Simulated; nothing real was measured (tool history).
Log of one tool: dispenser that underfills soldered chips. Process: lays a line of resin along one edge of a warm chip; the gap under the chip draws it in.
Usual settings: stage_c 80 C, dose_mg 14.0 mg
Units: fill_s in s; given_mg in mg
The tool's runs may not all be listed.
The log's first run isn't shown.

| run | hour | stage_c | dose_mg | hours of work since the syringe was changed | hours of work since the valve was cleaned | hours of work since the stage was calibrated | fill_s | given_mg |
|---|---|---|---|---|---|---|---|---|
| 2 | 11.6 | 80 | 14.0 | 8 | 10 | 102 | 278.7 | 13.87 |
|  | 13.8 | new syringe of resin |
| 3 | 25.8 | 80 | 14.0 | 8 | 20 | 112 | 281.2 | 13.90 |
|  | 28.6 | new syringe of resin |
| 4 | 34.9 | 80 | 11.9 | 4 | 26 | 118 | 255.4 | 11.65 |
|  | 42.4 | new syringe of resin |
| 5 | 46.2 | 80 | 11.9 | 3 | 34 | 126 | 247.6 | 11.79 |
|  | 56.9 | new syringe of resin |
| 6 | 59.4 | 80 | 12.6 | 2 | 43 | 135 | 231.7 | 12.23 |
|  | 71.7 | new syringe of resin |
| 7 | 71.7 | 80 | 12.6 | 0 | 51 | 143 | 215.6 | 12.10 |
| 8 | 82.5 | 80 | 12.6 | 8 | 59 | 150 | 286.8 | 12.06 |
|  | 85.9 | new syringe of resin |
| 9 | 98.3 | 80 | 12.6 | 9 | 69 | 161 | 302.8 | 12.08 |
|  | 100.1 | new syringe of resin |
|  | 102.8 | dispensing valve cleaned and set on the balance |
| 10 | 108.7 | 80 | 12.6 | 5 | 4 | 167 | 262.8 | 12.68 |
|  | 115.2 | new syringe of resin |
| 11 | 118.0 | 80 | 12.6 | 2 | 10 | 174 | 232.2 | 12.48 |
|  | 129.5 | new syringe of resin |
| 12 | 129.5 | 80 | 14.0 | 0 | 18 | 182 | 215.0 | 13.82 |
| 13 | 136.4 | 80 | 14.0 | 5 | 23 | 186 | 258.1 | 13.69 |
|  | 143.6 | new syringe of resin |
| 14 | 146.2 | 80 | 14.0 | 2 | 30 | 193 | 237.2 | 13.79 |
| 15 | 155.3 | 82 | 14.0 | 8 | 36 | 199 | 266.0 | 13.53 |
|  | 158.2 | new syringe of resin |
| 16 | 168.5 | 82 | 14.0 | 7 | 45 | 208 | 257.9 | 13.57 |
|  | 172.2 | new syringe of resin |
| 17 | 183.4 | 82 | 14.0 | 8 | 55 | 218 | 265.8 | 13.49 |
|  | 187.1 | new syringe of resin |
| 18 | 192.0 | 76 | 16.6 | 3 | 61 | 224 | 293.8 | 15.85 |
| 19 | 199.5 | 76 | 16.6 | 9 | 66 | 229 | 353.9 | 15.74 |
|  | 201.9 | new syringe of resin |
|  | 209.4 | dispensing valve cleaned and set on the balance |
| 20 | 210.1 | 92 | 16.3 | 5 | 0 | 236 | 155.7 | 16.32 |

Forecast run 21:
|  | 217.2 | new syringe of resin |
| 21 | 223.5 | 81 | 14.1 | 4 | 10 | 245 | ? | ? |

fill_s: 247.8 s
given_mg: 14.01 mg
Without the tool's hidden state the same run would have given fill_s 197.2 s, given_mg 14.12 mg.
